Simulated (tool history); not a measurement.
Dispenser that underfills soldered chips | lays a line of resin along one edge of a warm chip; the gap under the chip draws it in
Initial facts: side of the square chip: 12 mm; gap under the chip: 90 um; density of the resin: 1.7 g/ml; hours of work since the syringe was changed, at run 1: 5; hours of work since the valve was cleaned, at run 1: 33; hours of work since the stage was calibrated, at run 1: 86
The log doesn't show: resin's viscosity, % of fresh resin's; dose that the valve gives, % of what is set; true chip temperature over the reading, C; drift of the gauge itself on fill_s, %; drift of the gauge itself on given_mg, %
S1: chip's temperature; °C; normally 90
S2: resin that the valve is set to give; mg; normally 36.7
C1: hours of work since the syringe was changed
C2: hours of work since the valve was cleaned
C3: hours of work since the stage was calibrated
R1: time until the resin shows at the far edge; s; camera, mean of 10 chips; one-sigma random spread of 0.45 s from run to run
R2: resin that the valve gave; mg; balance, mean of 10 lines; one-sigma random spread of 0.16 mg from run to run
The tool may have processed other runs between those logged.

{"run": 1, "hour": 0.0, "S1": 90, "S2": 36.7, "C1": 5, "C2": 33, "C3": 86, "R1": 46.1, "R2": 35.87}
{"run": 2, "hour": 5.2, "S1": 90, "S2": 36.7, "C1": 9, "C2": 37, "C3": 90, "R1": 61.6, "R2": 35.8}
{"run": 3, "hour": 8.5, "S1": 90, "S2": 36.7, "C1": 11, "C2": 39, "C3": 93, "R1": 73.4, "R2": 35.72}
{"hour": 9.4, "done": "new syringe of resin"}
{"run": 4, "hour": 12.5, "S1": 90, "S2": 47.2, "C1": 2, "C2": 42, "C3": 95, "R1": 38.7, "R2": 45.73}
{"run": 5, "hour": 15.5, "S1": 79, "S2": 47.2, "C1": 5, "C2": 44, "C3": 98, "R1": 78.4, "R2": 45.65}
{"run": 6, "hour": 19.4, "S1": 78, "S2": 36.7, "C1": 8, "C2": 47, "C3": 101, "R1": 103.4, "R2": 35.52}
{"run": 7, "hour": 21.8, "S1": 90, "S2": 36.7, "C1": 9, "C2": 49, "C3": 102, "R1": 63.6, "R2": 35.22}
{"hour": 24.8, "done": "new syringe of resin"}
{"run": 8, "hour": 26.0, "S1": 77, "S2": 35.0, "C1": 1, "C2": 52, "C3": 105, "R1": 70.9, "R2": 33.42}
{"run": 9, "hour": 28.8, "S1": 77, "S2": 35.0, "C1": 3, "C2": 54, "C3": 107, "R1": 83.9, "R2": 33.61}
{"run": 10, "hour": 31.6, "S1": 98, "S2": 36.7, "C1": 5, "C2": 56, "C3": 110, "R1": 34.0, "R2": 35.31}
{"run": 11, "hour": 36.8, "S1": 79, "S2": 33.8, "C1": 9, "C2": 60, "C3": 114, "R1": 114.1, "R2": 32.27}
{"hour": 40.2, "done": "new syringe of resin"}
{"run": 12, "hour": 42.2, "S1": 79, "S2": 44.1, "C1": 2, "C2": 64, "C3": 117, "R1": 62.5, "R2": 42.04}
{"run": 13, "hour": 44.4, "S1": 84, "S2": 34.8, "C1": 3, "C2": 66, "C3": 119, "R1": 56.8, "R2": 33.08}

Run by run, hidden condition taken away, random variation retained:
run=1 R1=33.6 R2=36.79
run=2 R1=33.6 R2=36.82
run=3 R1=33.2 R2=36.80
run=4 R1=33.3 R2=47.19
run=5 R1=57.2 R2=47.18
run=6 R1=60.7 R2=36.78
run=7 R1=32.7 R2=36.52
run=8 R1=65.3 R2=34.72
run=9 R1=66.1 R2=34.95
run=10 R1=22.9 R2=36.78
run=11 R1=57.9 R2=33.69
run=12 R1=56.8 R2=43.99
run=13 R1=45.5 R2=34.65
